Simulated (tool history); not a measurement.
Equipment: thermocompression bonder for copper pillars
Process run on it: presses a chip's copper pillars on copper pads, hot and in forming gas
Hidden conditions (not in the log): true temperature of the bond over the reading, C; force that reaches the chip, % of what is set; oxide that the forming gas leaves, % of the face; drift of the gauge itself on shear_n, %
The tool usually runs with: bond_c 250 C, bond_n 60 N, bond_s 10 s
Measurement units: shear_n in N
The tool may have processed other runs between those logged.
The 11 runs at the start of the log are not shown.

run   hour  bond_c  bond_n  bond_s  hours of work since the heater was calibrated  hours of work since the force cell was calibrated  hours of work since the gas filter was changed  shear_n
 12   77.3     250      46      10                                            160                                                168                                             278     34.6
 13     87     270      60      10                                            165                                                173                                             283     51.1
 14   92.3     270      60       8                                            167                                                175                                             285     48.4
 15  100.6     270      60       8                                            171                                                179                                             289     49.3
 16  104.8     250      60      10                                            173                                                181                                             291     42.4
 17  109.6     223      60      10                                            176                                                184                                             294       32
 18    117     235      60      10                                            179                                                188                                             298     37.3
 19  124.8     250      60      10                                            183                                                191                                             301     44.2
     126.9  -- force cell calibrated
 20  130.5     250      63      10                                            185                                                  2                                             303     42.9

Run 21 comes next. What will it give?
 21  136.8     250      63      10                                            188                                                  5                                             306        ?

Run 21 measured shear_n 44.1 N.
On a tool with no hidden condition, and with the same random variation, this run would have come out at shear_n 48.4 N.
